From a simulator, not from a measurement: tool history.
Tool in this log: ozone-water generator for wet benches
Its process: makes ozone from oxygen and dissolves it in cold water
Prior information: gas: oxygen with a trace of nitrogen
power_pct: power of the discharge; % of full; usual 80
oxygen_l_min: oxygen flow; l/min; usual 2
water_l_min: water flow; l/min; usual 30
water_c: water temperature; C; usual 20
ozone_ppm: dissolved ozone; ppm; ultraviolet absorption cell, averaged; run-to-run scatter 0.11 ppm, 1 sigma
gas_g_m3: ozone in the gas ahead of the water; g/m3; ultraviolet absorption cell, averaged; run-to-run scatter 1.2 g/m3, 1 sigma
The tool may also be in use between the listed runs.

run   hour  power_pct  oxygen_l_min  water_l_min  water_c  ozone_ppm  gas_g_m3
  1      0         80             2           30       20        7.1     206.9
  2   30.2         80             2           30       20        7.3     204.7
  3   63.9         80             2           30       20        7.1     203.7
  4  102.8         80          1.28           30       20        6.4       279
  5  126.1         80          1.45           30       20        6.7       254
  6  150.1         80          1.45           30       20        6.6     255.1
  7  184.7         80          1.45           30       20        6.7     254.5
  8  211.3         80          1.45           30       20        6.7     252.1
  9  234.4         80          1.45           30       20        6.8     252.5
 10  255.5         80             2           30       25          7     203.8
 11  279.2         80             2           30       12        7.2     202.8
 12  319.5         80             2           30       12        7.2     201.1
     323.5  -- water thermometer calibrated
 13  338.4         80          2.37           30       20        7.2     180.4
 14  366.3         80             2           30       13        7.2     202.2
 15  397.2         80             2           30       15        7.1     200.7
 16  425.4         80             2           30       20        6.8     202.4
 17  445.9         80             2           30       20        6.9       201
 18  479.2         86             2           30       20        7.5     214.2
 19  523.2         86             2           30       20        7.1     212.3
     534.2  -- water thermometer calibrated, once more
 20    565         86             2           30       20        7.3       215
 21    593         86          1.55           44       20        4.5     252.6
 22    630         56          3.34           46       13        3.4     104.1
 23  667.2         56          3.34           46       13        3.4     102.4
 24  709.7         94             2           30       20        7.9     227.5
 25  732.2         94             2           19       20       12.8     227.7
 26  754.1         42          3.31           29       19        4.1      80.7
 27  791.8         42          3.31           29       19        4.3      79.4
 28  829.5         41          2.63           36       12        3.3      91.7
 29  849.1         80          2.74           42       12        4.9     159.8
 30  873.2         56          1.85           39       13        3.9     153.1
 31    910         59          2.16           30       20        5.2     143.6
 32  932.2         63          3.04           26       26        6.3     122.1
 33  968.2         63          3.04           26       26        6.3     120.8

Same runs, no hidden state in the tool, same run-to-run variation:
The hidden state here: yield of the discharge, % of new electrodes'; contactor's efficiency, % of a clean one's; true water temperature over the reading, C; drift of the gauge itself on ozone_ppm, %; drift of the gauge itself on gas_g_m3, %.
run  ozone_ppm  gas_g_m3
  1        7.8     216.4
  2          8     214.4
  3        7.8     213.7
  4        7.1     293.1
  5        7.4     267.2
  6        7.3     268.6
  7        7.4     268.3
  8        7.5     266.1
  9        7.5     266.7
 10        7.7     215.4
 11          8     214.6
 12          8     213.2
 13          8     191.4
 14          8     214.8
 15          8     213.5
 16        7.7     215.6
 17        7.8     214.3
 18        8.4     229.7
 19        8.1       228
 20        8.3     231.5
 21        5.1     272.4
 22        3.8     109.7
 23        3.8     107.9
 24        9.1     247.9
 25       14.6     248.4
 26        4.5      83.8
 27        4.7      82.5
 28        3.7      95.1
 29        5.7     173.4
 30        4.3     162.4
 31        5.9       153
 32        7.2     130.8
 33        7.1     129.6
